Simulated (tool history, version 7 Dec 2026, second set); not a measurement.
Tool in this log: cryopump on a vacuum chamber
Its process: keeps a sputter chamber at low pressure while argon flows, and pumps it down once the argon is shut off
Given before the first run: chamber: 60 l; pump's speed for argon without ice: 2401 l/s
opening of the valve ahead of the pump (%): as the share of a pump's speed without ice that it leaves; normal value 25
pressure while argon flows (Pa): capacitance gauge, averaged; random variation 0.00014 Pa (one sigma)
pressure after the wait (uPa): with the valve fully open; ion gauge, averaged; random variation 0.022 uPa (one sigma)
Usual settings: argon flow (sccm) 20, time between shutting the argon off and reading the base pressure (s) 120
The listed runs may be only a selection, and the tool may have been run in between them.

run	hour	argon flow (sccm)	time between shutting the argon off and reading the base pressure (s)	opening of the valve ahead of the pump (%)	pressure while argon flows (Pa)	pressure after the wait (uPa)
1	0.0	20	120	25	0.0564	1.28
2	13.3	20	275	25	0.0565	1.03
3	33.6	20	275	25	0.0567	1.04
4	42.3	9	275	25	0.0254	1.09
5	63.9	9	275	25	0.0256	1.06
6	78.4	37	120	25	0.1049	1.26
7	94.5	37	120	25	0.1045	1.29
8	109.2	37	120	25	0.1047	1.33
9	120.9	37	120	25	0.1046	1.29
10	134.2	37	120	25	0.1051	1.31
11	145.4	37	120	25	0.1046	1.31
12	166.3	37	120	25	0.1048	1.36
13	178.1	37	120	25	0.1046	1.29
14	198.5	37	120	28	0.0938	1.32
15	207.7	20	120	25	0.0566	1.34
16	223.9	20	120	25	0.0567	1.33
17	242.1	20	120	25	0.0566	1.35
18	257.1	14	50	31	0.0321	1.80
19	276.8	14	85	37	0.0269	1.52
20	294.0	32	120	45	0.0508	1.35
21	312.4	32	120	45	0.0509	1.37
22	328.2	11	55	37	0.0211	1.83
23	343.5	34	28	32	0.0756	2.69
24	354.1	20	37	18	0.0790	2.28
25	375.0	20	201	25	0.0567	1.20
26	389.9	13	110	16	0.0575	1.37
27	400.9	20	120	42	0.0341	1.36
28	414.8	20	120	42	0.0342	1.37
29	426.7	10	33	40	0.0177	2.40
30	448.3	13	120	41	0.0226	1.35
31	457.2	24	25	33	0.0519	3.04
32	468.5	13	38	50	0.0187	2.29
33	481.5	40	120	55	0.0525	1.38
34	493.6	40	120	55	0.0523	1.39

A few steps of pressure while argon flows (Pa) between consecutive runs. Split each: what settings, incoming material and random variation would produce without the hidden state, and what is left over for the hidden state, along with gauge scatter present in only one of the two compared results (measured, and without hidden state):
The hidden state here: pump's speed, % of a pump's without ice; cold plate's temperature, K; leak into the chamber, uPa l/s; drift of the gauge itself on working_pa, %; drift of the gauge itself on base_upa, %.
Run 5 -> 6: argon flow (sccm) 9 -> 37, time between shutting the argon off and reading the base pressure (s) 275 -> 120. pressure while argon flows (Pa) +0.0793: hidden state +0.0005, all else +0.0788.
Run 14 -> 15: argon flow (sccm) 37 -> 20, opening of the valve ahead of the pump (%) 28 -> 25. pressure while argon flows (Pa) -0.0372: hidden state -0.0003, all else -0.0369.
Run 21 -> 22: argon flow (sccm) 32 -> 11, time between shutting the argon off and reading the base pressure (s) 120 -> 55, opening of the valve ahead of the pump (%) 45 -> 37. pressure while argon flows (Pa) -0.0298: hidden state -0.0006, all else -0.0292.
Run 22 -> 23: argon flow (sccm) 11 -> 34, time between shutting the argon off and reading the base pressure (s) 55 -> 28, opening of the valve ahead of the pump (%) 37 -> 32. pressure while argon flows (Pa) +0.0545: hidden state +0.0007, all else +0.0538.
Run 32 -> 33: argon flow (sccm) 13 -> 40, time between shutting the argon off and reading the base pressure (s) 38 -> 120, opening of the valve ahead of the pump (%) 50 -> 55. pressure while argon flows (Pa) +0.0338: hidden state +0.0009, all else +0.0329.
